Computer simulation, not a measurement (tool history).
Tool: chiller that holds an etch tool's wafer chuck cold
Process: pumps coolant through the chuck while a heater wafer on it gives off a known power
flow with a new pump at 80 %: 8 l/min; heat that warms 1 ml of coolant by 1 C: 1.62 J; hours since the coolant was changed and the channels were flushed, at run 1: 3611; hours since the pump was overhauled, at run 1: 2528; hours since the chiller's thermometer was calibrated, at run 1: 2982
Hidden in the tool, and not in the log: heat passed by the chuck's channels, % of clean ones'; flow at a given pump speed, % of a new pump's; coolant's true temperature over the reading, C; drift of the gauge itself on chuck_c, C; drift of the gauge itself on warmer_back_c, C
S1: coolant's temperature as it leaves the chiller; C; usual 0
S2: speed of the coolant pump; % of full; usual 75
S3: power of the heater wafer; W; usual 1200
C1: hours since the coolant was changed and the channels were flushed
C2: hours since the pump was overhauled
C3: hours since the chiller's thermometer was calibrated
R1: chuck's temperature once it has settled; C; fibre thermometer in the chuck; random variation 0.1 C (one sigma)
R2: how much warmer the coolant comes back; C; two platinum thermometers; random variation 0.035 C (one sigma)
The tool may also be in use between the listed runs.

run 1 hour=0 | S1=0 S2=75 S3=1200 | C1=3611 C2=2528 C3=2982 | R1=12.1 R2=5.95
run 2 hour=65 | S1=0 S2=75 S3=1200 | C1=3676 C2=2593 C3=3047 | R1=11.9 R2=6.01
run 3 hour=165.4 | S1=0 S2=75 S3=1200 | C1=3776 C2=2694 C3=3147 | R1=11.9 R2=6
-- hour=180 chiller's thermometer calibrated
run 4 hour=248.8 | S1=0 S2=75 S3=1200 | C1=3859 C2=2776 C3=69 | R1=12 R2=6
run 5 hour=347.7 | S1=0 S2=75 S3=1490 | C1=3958 C2=2875 C3=168 | R1=15 R2=7.46
run 6 hour=449 | S1=9 S2=82 S3=1087 | C1=4059 C2=2976 C3=269 | R1=19 R2=4.86
run 7 hour=545.6 | S1=9 S2=82 S3=1087 | C1=4156 C2=3073 C3=366 | R1=19.1 R2=4.89
run 8 hour=654.3 | S1=9 S2=82 S3=1087 | C1=4264 C2=3182 C3=474 | R1=18.9 R2=4.87
run 9 hour=723.2 | S1=0 S2=75 S3=1204 | C1=4333 C2=3251 C3=543 | R1=12 R2=6.01
run 10 hour=815 | S1=-9 S2=75 S3=1200 | C1=4425 C2=3342 C3=635 | R1=3 R2=5.95

4 ways to go on from here, each from the tool as it stands after run 10. What would each give?
run A hour=894.4 | S1=0 S2=66 S3=1200 | C1=4504 C2=3422 C3=714 | R1=? R2=?
run B hour=894.4 | S1=0 S2=75 S3=1675 | C1=4504 C2=3422 C3=714 | R1=? R2=?
run C hour=894.4 | S1=-4 S2=86 S3=1560 | C1=4504 C2=3422 C3=714 | R1=? R2=?
run D hour=894.4 | S1=-3 S2=91 S3=785 | C1=4504 C2=3422 C3=714 | R1=? R2=?

run=A R1=13.4 R2=7.04
run=B R1=16.8 R2=8.43
run=C R1=9.8 R2=6.71
run=D R1=3.6 R2=3.15
Without the tool's hidden state the same runs would have given:
run=A R1=13.4 R2=7.03
run=B R1=16.8 R2=8.42
run=C R1=9.8 R2=6.71
run=D R1=3.5 R2=3.15
